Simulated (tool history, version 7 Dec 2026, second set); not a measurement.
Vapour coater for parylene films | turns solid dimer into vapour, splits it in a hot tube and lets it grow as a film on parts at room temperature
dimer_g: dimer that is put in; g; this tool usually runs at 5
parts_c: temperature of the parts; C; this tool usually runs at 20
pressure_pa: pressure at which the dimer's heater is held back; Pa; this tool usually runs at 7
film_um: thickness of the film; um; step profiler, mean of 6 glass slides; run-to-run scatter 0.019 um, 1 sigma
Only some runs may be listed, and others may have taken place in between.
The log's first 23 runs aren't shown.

| run | hour | dimer_g | parts_c | pressure_pa | film_um |
|---|---|---|---|---|---|
|  | 1285.8 | table's thermometer calibrated |
| 24 | 1307.5 | 8 | 20 | 7 | 3.84 |
| 25 | 1348.1 | 8 | 22 | 2.65 | 4.5 |
| 26 | 1386.4 | 8 | 22 | 2.65 | 4.47 |
|  | 1421 | trap's valve overhauled |
| 27 | 1468.5 | 8 | 22 | 2.65 | 4.63 |
| 28 | 1548.9 | 8 | 22 | 2.65 | 4.61 |
| 29 | 1618.5 | 2 | 22 | 2.65 | 1.14 |
| 30 | 1672.5 | 4 | 17 | 7 | 2.11 |
| 31 | 1710.4 | 3 | 20 | 7 | 1.41 |
| 32 | 1768.7 | 3 | 22 | 7 | 1.32 |
| 33 | 1845.7 | 3 | 22 | 7 | 1.33 |
|  | 1902.9 | trap's valve overhauled |
| 34 | 1902.9 | 3 | 16 | 7 | 1.69 |
| 35 | 1973.3 | 5 | 28 | 7 | 1.86 |
| 36 | 2047.8 | 8 | 20 | 7 | 3.86 |
| 37 | 2095.9 | 8 | 20 | 7 | 3.78 |
| 38 | 2169.9 | 8 | 20 | 7 | 3.81 |
| 39 | 2206.3 | 6 | 27 | 5.32 | 2.39 |
| 40 | 2285.8 | 2 | 20 | 6.73 | 0.93 |
| 41 | 2357.4 | 6 | 17 | 11.2 | 2.76 |
|  | 2385.1 | trap's valve overhauled |
| 42 | 2395 | 8 | 16 | 7 | 4.46 |
| 43 | 2456.6 | 8 | 16 | 9.22 | 4.17 |
| 44 | 2496.9 | 5 | 26 | 9.23 | 1.82 |
| 45 | 2531.6 | 5 | 16 | 4.1 | 3.14 |
| 46 | 2584.9 | 5 | 20 | 11.17 | 2.14 |
| 47 | 2625.4 | 5 | 20 | 11.17 | 2.11 |

Alternative continuations, all from the tool just after run 47; predict every row:
| A | 2662.5 | 4 | 20 | 9.45 | ? |
| B | 2662.5 | 2 | 18 | 7 | ? |
| C | 2662.5 | 5 | 16 | 6.48 | ? |
| D | 2662.5 | 3 | 20 | 2.18 | ? |

| run | film_um |
|---|---|
| A | 1.77 |
| B | 1.02 |
| C | 2.72 |
| D | 1.87 |
The same runs, with their run-to-run variation unchanged, on a tool lacking any hidden condition would have given:
| run | film_um |
|---|---|
| A | 1.87 |
| B | 1.08 |
| C | 2.88 |
| D | 1.98 |

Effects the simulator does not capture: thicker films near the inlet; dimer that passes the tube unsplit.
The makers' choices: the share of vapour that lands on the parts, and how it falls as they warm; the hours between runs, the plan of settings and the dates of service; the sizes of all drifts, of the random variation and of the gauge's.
